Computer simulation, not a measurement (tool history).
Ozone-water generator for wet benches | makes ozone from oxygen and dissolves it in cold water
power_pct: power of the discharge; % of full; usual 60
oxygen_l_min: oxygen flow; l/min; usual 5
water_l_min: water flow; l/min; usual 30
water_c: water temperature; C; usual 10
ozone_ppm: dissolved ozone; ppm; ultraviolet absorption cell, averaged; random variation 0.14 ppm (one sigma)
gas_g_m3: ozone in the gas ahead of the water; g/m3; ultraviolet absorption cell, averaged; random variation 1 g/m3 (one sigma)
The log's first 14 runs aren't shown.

Run 15, hour 936.1: usual settings. Result: ozone_ppm 15.2 ppm, gas_g_m3 164.3 g/m3.
Run 16, hour 1017.5: usual settings. Result: ozone_ppm 14.7 ppm, gas_g_m3 163.9 g/m3.
Run 17, hour 1058.6: usual settings. Result: ozone_ppm 14.8 ppm, gas_g_m3 163.8 g/m3.
Run 18, hour 1134.2: usual settings but oxygen_l_min 6 l/min, water_l_min 25 l/min. Result: ozone_ppm 18.2 ppm, gas_g_m3 150.8 g/m3.
Run 19, hour 1176.1: usual settings but power_pct 72 % of full, oxygen_l_min 7.95 l/min, water_l_min 32 l/min, water_c 7 C. Result: ozone_ppm 17.7 ppm, gas_g_m3 146.8 g/m3.
Run 20, hour 1255: usual settings but power_pct 72 % of full, oxygen_l_min 7.95 l/min, water_l_min 32 l/min, water_c 7 C. Result: ozone_ppm 18.1 ppm, gas_g_m3 147 g/m3.
Run 21, hour 1295.8: usual settings but power_pct 82 % of full, oxygen_l_min 7.97 l/min, water_l_min 22 l/min, water_c 7 C. Result: ozone_ppm 26.8 ppm, gas_g_m3 162.9 g/m3.
Run 22, hour 1335.8: usual settings but power_pct 82 % of full, oxygen_l_min 7.97 l/min, water_l_min 22 l/min, water_c 7 C. Result: ozone_ppm 26.6 ppm, gas_g_m3 163.5 g/m3.
Run 23, hour 1376.2: usual settings but power_pct 82 % of full, oxygen_l_min 7.97 l/min, water_l_min 22 l/min, water_c 9 C. Result: ozone_ppm 26.1 ppm, gas_g_m3 160.4 g/m3.
Run 24, hour 1470.1: usual settings but power_pct 75 % of full, oxygen_l_min 5.76 l/min, water_l_min 44 l/min, water_c 8 C. Result: ozone_ppm 12.3 ppm, gas_g_m3 177.7 g/m3.
Run 25, hour 1511.1: usual settings but power_pct 66 % of full, oxygen_l_min 5.76 l/min, water_l_min 44 l/min, water_c 13 C. Result: ozone_ppm 10.9 ppm, gas_g_m3 162.1 g/m3.
Run 26, hour 1560.9: usual settings but power_pct 66 % of full, oxygen_l_min 3.03 l/min, water_c 13 C. Result: ozone_ppm 13.6 ppm, gas_g_m3 222.2 g/m3.
Run 27, hour 1600.3: usual settings but water_c 9 C. Result: ozone_ppm 14.7 ppm, gas_g_m3 159.6 g/m3.
Run 28, hour 1648.2: usual settings but power_pct 59 % of full, water_l_min 29 l/min, water_c 6 C. Result: ozone_ppm 15.2 ppm, gas_g_m3 161 g/m3.
Run 29, hour 1710.6: usual settings but power_pct 59 % of full, water_l_min 29 l/min, water_c 6 C. Result: ozone_ppm 15.3 ppm, gas_g_m3 158.4 g/m3.
Run 30, hour 1779.6: usual settings but power_pct 89 % of full, oxygen_l_min 6.14 l/min, water_c 6 C. Result: ozone_ppm 20.9 ppm, gas_g_m3 192.7 g/m3.
Run 31, hour 1848.7: usual settings but power_pct 82 % of full, oxygen_l_min 3.13 l/min, water_c 7 C. Result: ozone_ppm 16 ppm, gas_g_m3 252.4 g/m3.

5 ways to go on from here, each from the tool as it stands after run 31. What would each give?
Run A, hour 1911.2: usual settings but water_l_min 46 l/min. Result: ozone_ppm ?, gas_g_m3 ?.
Run B, hour 1911.2: usual settings but power_pct 59 % of full, oxygen_l_min 3.13 l/min, water_c 7 C. Result: ozone_ppm ?, gas_g_m3 ?.
Run C, hour 1911.2: usual settings but power_pct 59 % of full, oxygen_l_min 3.13 l/min, water_c 6 C. Result: ozone_ppm ?, gas_g_m3 ?.
Run D, hour 1911.2: usual settings but oxygen_l_min 8.14 l/min, water_c 18 C. Result: ozone_ppm ?, gas_g_m3 ?.
Run E, hour 1911.2: usual settings but oxygen_l_min 3.56 l/min. Result: ozone_ppm ?, gas_g_m3 ?.

run  ozone_ppm  gas_g_m3
  A        9.2     161.9
  B       12.9     203.1
  C       13.2     198.8
  D         14     126.1
  E       13.4     189.5
Without the tool's hidden state the same runs would have given:
run  ozone_ppm  gas_g_m3
  A       10.3     177.1
  B       14.5     221.8
  C       14.7     217.3
  D       15.7     138.1
  E         15     207.3
